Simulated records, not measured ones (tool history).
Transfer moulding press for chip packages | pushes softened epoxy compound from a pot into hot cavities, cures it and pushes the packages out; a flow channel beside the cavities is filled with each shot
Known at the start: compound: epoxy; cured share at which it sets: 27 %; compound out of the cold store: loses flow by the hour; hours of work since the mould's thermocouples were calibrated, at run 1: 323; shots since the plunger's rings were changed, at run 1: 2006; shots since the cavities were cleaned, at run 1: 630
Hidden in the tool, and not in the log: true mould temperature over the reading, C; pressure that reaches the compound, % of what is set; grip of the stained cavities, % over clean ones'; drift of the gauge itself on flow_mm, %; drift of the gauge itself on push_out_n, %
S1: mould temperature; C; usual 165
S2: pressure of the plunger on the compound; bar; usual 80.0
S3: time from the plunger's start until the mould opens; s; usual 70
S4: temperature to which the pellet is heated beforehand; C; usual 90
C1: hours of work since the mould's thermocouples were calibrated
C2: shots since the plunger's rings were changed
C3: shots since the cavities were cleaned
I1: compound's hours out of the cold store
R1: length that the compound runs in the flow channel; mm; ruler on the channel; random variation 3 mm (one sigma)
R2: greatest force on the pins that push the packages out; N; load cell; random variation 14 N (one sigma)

Run 1, hour 0.0: usual settings; C1 323; C2 2006; C3 630; I1 31.6. Result: R1 748 mm, R2 1133 N.
At hour 43.7: cavities cleaned with cleaning compound and waxed.
Run 2, hour 67.4: usual settings but S3 64 s; C1 354; C2 2752; C3 269; I1 47.5. Result: R1 701 mm, R2 1159 N.
Run 3, hour 132.4: usual settings; C1 384; C2 3487; C3 1004; I1 27.7. Result: R1 736 mm, R2 1171 N.
At hour 143.7: plunger's sealing rings changed.
At hour 145.2: cavities cleaned with cleaning compound and waxed.
Run 4, hour 193.8: usual settings; C1 412; C2 550; C3 550; I1 16.0. Result: R1 798 mm, R2 1100 N.
Run 5, hour 240.4: usual settings; C1 434; C2 1077; C3 1077; I1 19.5. Result: R1 782 mm, R2 1226 N.
At hour 245.5: cavities cleaned with cleaning compound and waxed.
Run 6, hour 294.9: usual settings; C1 459; C2 1676; C3 559; I1 37.5. Result: R1 735 mm, R2 1082 N.
At hour 345.3: cavities cleaned with cleaning compound and waxed.
Run 7, hour 365.5: usual settings; C1 491; C2 2458; C3 229; I1 19.6. Result: R1 764 mm, R2 905 N.
Run 8, hour 417.2: usual settings but S4 94 C; C1 516; C2 3043; C3 814; I1 44.8. Result: R1 701 mm, R2 1118 N.
At hour 444.5: cavities cleaned with cleaning compound and waxed.
At hour 470.8: plunger's sealing rings changed.
Run 9, hour 482.9: usual settings but S4 94 C; C1 545; C2 138; C3 407; I1 8.3. Result: R1 831 mm, R2 991 N.
Run 10, hour 522.5: usual settings but S4 94 C; C1 563; C2 585; C3 854; I1 29.3. Result: R1 772 mm, R2 1099 N.
At hour 548.0: cavities cleaned with cleaning compound and waxed.
Run 11, hour 580.9: usual settings but S1 170 C, S4 94 C; C1 590; C2 1229; C3 371; I1 38.3. Result: R1 736 mm, R2 748 N.
Run 12, hour 631.9: usual settings but S1 170 C, S4 94 C; C1 614; C2 1806; C3 948; I1 34.2. Result: R1 726 mm, R2 922 N.
At hour 638.5: mould's thermocouples calibrated.
At hour 652.3: cavities cleaned with cleaning compound and waxed.
Run 13, hour 670.9: usual settings but S1 170 C, S4 94 C; C1 15; C2 2207; C3 210; I1 22.1. Result: R1 750 mm, R2 663 N.
Run 14, hour 707.7: usual settings but S1 170 C, S4 94 C; C1 32; C2 2623; C3 626; I1 16.9. Result: R1 761 mm, R2 866 N.
Run 15, hour 739.1: usual settings but S1 163 C, S2 99.4 bar, S3 76 s, S4 95 C; C1 47; C2 2979; C3 982; I1 30.2. Result: R1 822 mm, R2 1073 N.
At hour 751.7: cavities cleaned with cleaning compound and waxed.
At hour 797.7: plunger's sealing rings changed.
Run 16, hour 807.4: usual settings but S1 159 C, S2 99.4 bar, S3 107 s, S4 86 C; C1 77; C2 110; C3 602; I1 11.8. Result: R1 931 mm, R2 764 N.
At hour 857.1: cavities cleaned with cleaning compound and waxed.
Run 17, hour 864.9: usual settings but S1 169 C, S2 86.5 bar, S3 105 s, S4 93 C; C1 104; C2 744; C3 89; I1 20.3. Result: R1 804 mm, R2 490 N.
At hour 888.6: mould's thermocouples calibrated, once more.
Run 18, hour 899.2: usual settings but S1 169 C, S2 86.5 bar, S3 66 s, S4 86 C; C1 5; C2 1109; C3 454; I1 18.5. Result: R1 812 mm, R2 976 N.
Run 19, hour 953.8: usual settings but S1 169 C, S2 94.9 bar, S3 66 s, S4 94 C; C1 31; C2 1727; C3 1072; I1 43.9. Result: R1 777 mm, R2 1075 N.
At hour 958.9: cavities cleaned with cleaning compound and waxed.
Run 20, hour 1017.0: usual settings but S3 91 s, S4 83 C; C1 60; C2 2425; C3 658; I1 39.4. Result: R1 731 mm, R2 835 N.
At hour 1057.9: cavities cleaned with cleaning compound and waxed.
Run 21, hour 1076.3: usual settings but S3 54 s, S4 83 C; C1 87; C2 3078; C3 209; I1 17.8. Result: R1 768 mm, R2 1992 N.
At hour 1124.8: plunger's sealing rings changed.
Run 22, hour 1134.4: usual settings but S3 54 s, S4 83 C; C1 113; C2 108; C3 837; I1 39.5. Result: R1 755 mm, R2 2593 N.
At hour 1162.6: cavities cleaned with cleaning compound and waxed.
Run 23, hour 1178.7: usual settings but S3 54 s, S4 83 C; C1 134; C2 592; C3 181; I1 15.7. Result: R1 806 mm, R2 1934 N.
Run 24, hour 1219.3: usual settings but S3 54 s, S4 83 C; C1 153; C2 1052; C3 641; I1 47.2. Result: R1 726 mm, R2 2478 N.
At hour 1263.5: cavities cleaned with cleaning compound and waxed.
Run 25, hour 1277.0: usual settings but S1 160 C, S3 54 s, S4 87 C; C1 179; C2 1687; C3 151; I1 29.0. Result: R1 775 mm, R2 2191 N.
Run 26, hour 1323.2: usual settings but S2 84.6 bar, S3 54 s; C1 201; C2 2211; C3 675; I1 15.4. Result: R1 805 mm, R2 2377 N.

5 ways to go on from here, each from the tool as it stands after run 26. What would each give?
At hour 1364.4: cavities cleaned with cleaning compound and waxed.
Run A, hour 1391.3: usual settings but S1 166 C, S2 86.5 bar, S3 54 s; C1 233; C2 2964; C3 305; I1 38.4. Result: R1 ?, R2 ?.
At hour 1364.4: cavities cleaned with cleaning compound and waxed.
Run B, hour 1391.3: usual settings but S1 162 C; C1 233; C2 2964; C3 305; I1 36.5. Result: R1 ?, R2 ?.
At hour 1364.4: cavities cleaned with cleaning compound and waxed.
Run C, hour 1391.3: usual settings but S2 74.3 bar, S3 54 s, S4 91 C; C1 233; C2 2964; C3 305; I1 47.5. Result: R1 ?, R2 ?.
At hour 1364.4: cavities cleaned with cleaning compound and waxed.
Run D, hour 1391.3: usual settings but S1 172 C, S2 65.7 bar, S4 84 C; C1 233; C2 2964; C3 305; I1 17.2. Result: R1 ?, R2 ?.
At hour 1364.4: cavities cleaned with cleaning compound and waxed.
Run E, hour 1391.3: usual settings but S1 167 C, S2 84.6 bar, S3 54 s; C1 233; C2 2964; C3 305; I1 20.2. Result: R1 ?, R2 ?.

run   R1    R2
  A  745  1918
  B  734  1168
  C  677  1916
  D  683   704
  E  775  1816
Without the tool's hidden state the same runs would have given:
run   R1    R2
  A  783  1288
  B  772   790
  C  711  1286
  D  718   464
  E  814  1221
